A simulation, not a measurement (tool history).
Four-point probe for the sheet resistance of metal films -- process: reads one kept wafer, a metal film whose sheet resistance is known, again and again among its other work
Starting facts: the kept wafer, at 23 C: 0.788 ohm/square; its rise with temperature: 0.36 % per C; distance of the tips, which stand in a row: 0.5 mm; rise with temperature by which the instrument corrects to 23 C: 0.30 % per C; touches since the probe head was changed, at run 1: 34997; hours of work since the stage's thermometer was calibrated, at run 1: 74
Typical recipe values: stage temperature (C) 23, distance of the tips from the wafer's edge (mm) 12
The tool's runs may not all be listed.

| run | hour | stage temperature (C) | distance of the tips from the wafer's edge (mm) | touches since the probe head was changed | hours of work since the stage's thermometer was calibrated | sheet resistance as the instrument gives it (ohm/square) |
|---|---|---|---|---|---|---|
| 1 | 0.0 | 23 | 12 | 34997 | 74 | 0.788358 |
| 2 | 7.9 | 23 | 10 | 35260 | 78 | 0.788851 |
| 3 | 18.4 | 28 | 12 | 35607 | 84 | 0.791304 |
| 4 | 29.4 | 28 | 12 | 35973 | 90 | 0.791532 |
| 5 | 45.7 | 28 | 12 | 36515 | 99 | 0.791206 |
| 6 | 55.0 | 28 | 12 | 36824 | 105 | 0.791241 |
| 7 | 69.9 | 23 | 12 | 37321 | 113 | 0.788584 |
| 8 | 87.1 | 23 | 12 | 37892 | 123 | 0.788839 |
| 9 | 98.3 | 23 | 12 | 38262 | 129 | 0.788863 |
| 10 | 109.0 | 23 | 12 | 38620 | 135 | 0.788089 |
| 11 | 120.0 | 23 | 12 | 38984 | 141 | 0.788883 |
| 12 | 136.7 | 23 | 3 | 39540 | 151 | 0.799708 |
| 13 | 151.9 | 26 | 7 | 40043 | 159 | 0.791713 |
| 14 | 160.6 | 26 | 7 | 40333 | 164 | 0.791642 |
| 15 | 177.2 | 21 | 6 | 40885 | 174 | 0.790056 |
| 16 | 189.0 | 21 | 6 | 41276 | 180 | 0.789689 |
| 17 | 203.7 | 19 | 8 | 41764 | 188 | 0.787716 |
| 18 | 211.5 | 30 | 8 | 42027 | 193 | 0.793159 |
| 19 | 229.3 | 30 | 8 | 42616 | 203 | 0.792770 |
| 20 | 243.3 | 30 | 52 | 43082 | 211 | 0.791342 |
| 21 | 256.4 | 27 | 3 | 43518 | 218 | 0.801494 |
| 22 | 274.6 | 28 | 18 | 44121 | 228 | 0.790843 |

Each row is a separate what-if for the run after 22, all from the same tool condition, not one after another. Results?
| A | 285.3 | 29 | 29 | 44476 | 235 | ? |
| B | 285.3 | 23 | 10 | 44476 | 235 | ? |
| C | 285.3 | 30 | 3 | 44476 | 235 | ? |

| run | sheet resistance as the instrument gives it (ohm/square) |
|---|---|
| A | 0.790985 |
| B | 0.789023 |
| C | 0.803208 |
Without the tool's unlogged condition, the same runs would have read:
| run | sheet resistance as the instrument gives it (ohm/square) |
|---|---|
| A | 0.791051 |
| B | 0.789089 |
| C | 0.803274 |
